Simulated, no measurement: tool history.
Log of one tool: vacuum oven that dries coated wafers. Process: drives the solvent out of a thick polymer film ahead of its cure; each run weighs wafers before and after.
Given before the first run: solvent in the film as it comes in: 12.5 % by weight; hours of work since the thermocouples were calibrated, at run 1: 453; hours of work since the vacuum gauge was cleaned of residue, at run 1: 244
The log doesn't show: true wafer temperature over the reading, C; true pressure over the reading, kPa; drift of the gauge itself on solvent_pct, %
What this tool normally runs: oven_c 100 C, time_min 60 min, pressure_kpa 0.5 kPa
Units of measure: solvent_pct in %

run	hour	oven_c	time_min	pressure_kpa	hours of work since the thermocouples were calibrated	hours of work since the vacuum gauge was cleaned of residue	solvent_pct
1	0	100	60	0.5	453	244	0.48
2	31.6	100	60	0.5	468	259	0.49
3	62	100	60	0.5	482	273	0.51
4	90.3	100	60	0.5	495	286	0.52
5	114.3	100	60	0.5	506	297	0.52
6	145.6	100	60	0.507	521	312	0.51
7	168.2	100	60	0.507	531	322	0.52
8	184.6	100	58	0.5	539	330	0.55
9	217.4	100	58	0.5	554	345	0.57
10	243.3	100	60	1.017	566	357	0.67
11	264.3	100	60	1.017	576	367	0.65
12	289.3	100	60	1.017	587	379	0.66
13	305.8	100	60	1.017	595	386	0.63
14	326.5	100	60	1.017	605	396	0.65
15	339.9	100	60	0.777	611	402	0.62
16	371.3	100	60	0.777	625	416	0.59
17	403.4	100	60	0.777	640	431	0.63
18	429.8	96	60	0.5	652	444	0.95
# hour 443: oven's thermocouples calibrated
19	463.6	100	60	0.367	10	458	0.43
20	495.8	100	60	0.367	24	473	0.44
21	514.1	100	60	0.367	33	482	0.46
22	538.5	113	60	0.5	44	493	0.1
23	567.5	100	60	0.5	58	506	0.47
24	593	100	60	0.5	70	518	0.44
25	615.7	100	49	1.038	80	529	0.82
26	629	100	49	1.038	86	535	0.83
27	649	100	37	1.038	95	544	1.45
28	680.5	113	66	0.622	110	559	0.14
29	704.1	113	40	0.622	121	570	0.22
30	734.3	94	88	0.427	135	584	0.46
31	764.4	85	88	0.427	149	598	1.44
32	782.6	86	66	0.5	157	606	2.1
33	800.1	107	41	1.827	165	614	0.68
34	814.1	85	35	0.737	172	621	4.62
35	829.8	96	39	1.975	179	628	2.18
36	861.9	100	106	0.305	194	643	0.17
37	884.8	97	91	0.5	205	653	0.33
38	915.2	98	30	0.5	219	667	2.34
39	932.5	98	30	0.5	227	676	2.34
40	963.7	98	30	0.5	241	690	2.36
41	980	108	60	0.474	249	698	0.22
42	1008.1	109	36	0.474	262	711	0.48
43	1021.7	98	74	0.383	268	717	0.38
44	1050	100	60	0.5	281	730	0.49
45	1065.1	114	58	0.5	288	737	0.11
46	1090.4	114	58	0.5	300	749	0.12
47	1119.6	108	64	0.5	313	762	0.17

The logged runs with the hidden state left out (each run's random variation unchanged):
run	solvent_pct
1	0.42
2	0.42
3	0.45
4	0.45
5	0.45
6	0.44
7	0.44
8	0.47
9	0.48
10	0.58
11	0.57
12	0.57
13	0.54
14	0.55
15	0.52
16	0.49
17	0.53
18	0.81
19	0.41
20	0.41
21	0.43
22	0.07
23	0.44
24	0.4
25	0.8
26	0.8
27	1.42
28	0.11
29	0.19
30	0.4
31	1.37
32	2.03
33	0.64
34	4.56
35	2.13
36	0.11
37	0.26
38	2.28
39	2.28
40	2.29
41	0.17
42	0.43
43	0.3
44	0.42
45	0.07
46	0.07
47	0.12

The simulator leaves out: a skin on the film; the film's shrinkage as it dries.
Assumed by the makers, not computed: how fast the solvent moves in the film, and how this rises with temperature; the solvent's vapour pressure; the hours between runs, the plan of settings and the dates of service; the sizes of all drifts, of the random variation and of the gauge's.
